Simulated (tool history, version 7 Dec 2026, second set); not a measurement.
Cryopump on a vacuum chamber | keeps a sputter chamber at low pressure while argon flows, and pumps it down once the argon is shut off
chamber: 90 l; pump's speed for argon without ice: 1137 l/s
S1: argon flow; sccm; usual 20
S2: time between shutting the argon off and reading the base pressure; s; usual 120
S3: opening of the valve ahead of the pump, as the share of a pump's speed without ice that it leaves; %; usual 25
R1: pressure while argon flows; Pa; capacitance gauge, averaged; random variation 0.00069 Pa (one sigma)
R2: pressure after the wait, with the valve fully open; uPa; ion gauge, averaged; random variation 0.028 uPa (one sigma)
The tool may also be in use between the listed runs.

run,day,S1,S2,S3,R1,R2
1,0,20,120,25,0.1237,2.13
2,1.638,20,120,25,0.1236,2.12
3,4.388,20,120,25,0.1252,2.2
# day 6.033: pump warmed up, emptied and cooled again
4,6.1,20,120,25,0.1199,1.97
5,9.104,20,120,25,0.1188,1.98
6,11.229,13,39,17,0.1136,4.18
7,12.933,13,39,17,0.1142,4.23
8,14.371,13,39,17,0.1142,4.17
9,17.562,13,39,17,0.1142,4.39
10,19.175,27,105,33,0.1248,2.17

The same runs without the tool's hidden state, with the same run-to-run variation:
The hidden state here: pump's speed, % of a pump's without ice; cold plate's temperature, K; leak into the chamber, uPa l/s; drift of the gauge itself on working_pa, %; drift of the gauge itself on base_upa, %.
run,R1,R2
1,0.1187,1.36
2,0.1183,1.33
3,0.1192,1.37
4,0.1197,1.33
5,0.1182,1.31
6,0.1129,3.5
7,0.1134,3.53
8,0.1133,3.47
9,0.1129,3.63
10,0.1218,1.43

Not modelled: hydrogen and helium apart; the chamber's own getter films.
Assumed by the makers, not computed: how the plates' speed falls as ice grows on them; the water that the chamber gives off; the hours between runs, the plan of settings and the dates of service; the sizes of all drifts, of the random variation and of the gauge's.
